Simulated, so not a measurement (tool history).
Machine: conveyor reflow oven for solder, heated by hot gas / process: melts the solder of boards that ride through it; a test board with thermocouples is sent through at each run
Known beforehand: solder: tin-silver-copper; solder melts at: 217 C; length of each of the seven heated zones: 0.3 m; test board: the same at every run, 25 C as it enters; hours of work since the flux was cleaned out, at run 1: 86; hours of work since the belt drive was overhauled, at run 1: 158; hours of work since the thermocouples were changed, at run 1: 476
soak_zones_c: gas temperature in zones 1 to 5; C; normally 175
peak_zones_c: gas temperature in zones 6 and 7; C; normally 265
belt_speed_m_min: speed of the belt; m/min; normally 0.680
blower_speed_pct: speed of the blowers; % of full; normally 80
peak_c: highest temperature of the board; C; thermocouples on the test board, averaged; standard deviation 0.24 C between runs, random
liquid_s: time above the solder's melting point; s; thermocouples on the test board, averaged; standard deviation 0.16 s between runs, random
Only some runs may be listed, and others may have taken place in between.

| run | day | soak_zones_c | peak_zones_c | belt_speed_m_min | blower_speed_pct | hours of work since the flux was cleaned out | hours of work since the belt drive was overhauled | hours of work since the thermocouples were changed | peak_c | liquid_s |
|---|---|---|---|---|---|---|---|---|---|---|
| 1 | 0.000 | 175 | 265 | 0.680 | 80 | 86 | 158 | 476 | 247.5 | 36.7 |
| 2 | 0.992 | 175 | 265 | 0.680 | 80 | 102 | 174 | 492 | 246.9 | 36.5 |
| 3 | 1.550 | 175 | 265 | 0.680 | 80 | 111 | 183 | 501 | 246.2 | 36.5 |
| 4 | 2.696 | 175 | 265 | 0.680 | 80 | 129 | 201 | 519 | 246.7 | 35.9 |
| 5 | 3.688 | 175 | 265 | 0.680 | 51 | 145 | 216 | 535 | 235.6 | 25.5 |
| 6 | 4.908 | 175 | 265 | 0.680 | 51 | 164 | 236 | 554 | 234.8 | 25.1 |
| 7 | 5.588 | 175 | 265 | 0.680 | 51 | 175 | 247 | 565 | 235.0 | 25.1 |
| 8 | 6.454 | 175 | 265 | 0.819 | 80 | 189 | 260 | 579 | 238.8 | 24.0 |
| 9 | 7.342 | 184 | 265 | 0.819 | 80 | 203 | 274 | 593 | 240.7 | 27.8 |
| 10 | 8.542 | 184 | 265 | 0.819 | 80 | 222 | 293 | 612 | 240.5 | 27.5 |
|  | 9.104 | flux residue cleaned out of gas plates and filters |
| 11 | 10.004 | 184 | 265 | 0.819 | 80 | 14 | 313 | 632 | 243.6 | 29.6 |
| 12 | 11.071 | 169 | 261 | 0.717 | 55 | 31 | 330 | 649 | 231.3 | 19.7 |
| 13 | 11.596 | 169 | 261 | 0.717 | 55 | 40 | 339 | 657 | 231.2 | 19.7 |
| 14 | 12.367 | 175 | 279 | 0.680 | 80 | 52 | 351 | 669 | 259.4 | 42.6 |
| 15 | 13.408 | 177 | 262 | 0.542 | 60 | 68 | 367 | 686 | 245.8 | 46.8 |
| 16 | 14.642 | 177 | 262 | 0.542 | 66 | 88 | 387 | 705 | 247.8 | 48.4 |
| 17 | 15.296 | 175 | 265 | 0.769 | 80 | 98 | 397 | 716 | 241.8 | 29.2 |
| 18 | 15.996 | 190 | 263 | 0.639 | 74 | 109 | 408 | 727 | 248.1 | 44.8 |
| 19 | 16.646 | 190 | 263 | 0.639 | 74 | 120 | 419 | 737 | 247.8 | 44.8 |

Each row is a separate what-if for the run after 19, all from the same tool condition, not one after another. Results?
| A | 17.583 | 174 | 253 | 0.639 | 89 | 135 | 434 | 752 | ? | ? |
| B | 17.583 | 175 | 268 | 0.567 | 74 | 135 | 434 | 752 | ? | ? |
| C | 17.583 | 175 | 255 | 0.620 | 84 | 135 | 434 | 752 | ? | ? |
| D | 17.583 | 179 | 266 | 0.680 | 80 | 135 | 434 | 752 | ? | ? |

| run | peak_c | liquid_s |
|---|---|---|
| A | 239.6 | 35.0 |
| B | 252.7 | 48.8 |
| C | 241.1 | 37.6 |
| D | 247.6 | 38.5 |
Take away the tool's hidden state, keep each run's random variation, and the runs would have read:
| run | peak_c | liquid_s |
|---|---|---|
| A | 242.1 | 37.0 |
| B | 255.1 | 50.0 |
| C | 243.6 | 39.5 |
| D | 250.2 | 39.9 |

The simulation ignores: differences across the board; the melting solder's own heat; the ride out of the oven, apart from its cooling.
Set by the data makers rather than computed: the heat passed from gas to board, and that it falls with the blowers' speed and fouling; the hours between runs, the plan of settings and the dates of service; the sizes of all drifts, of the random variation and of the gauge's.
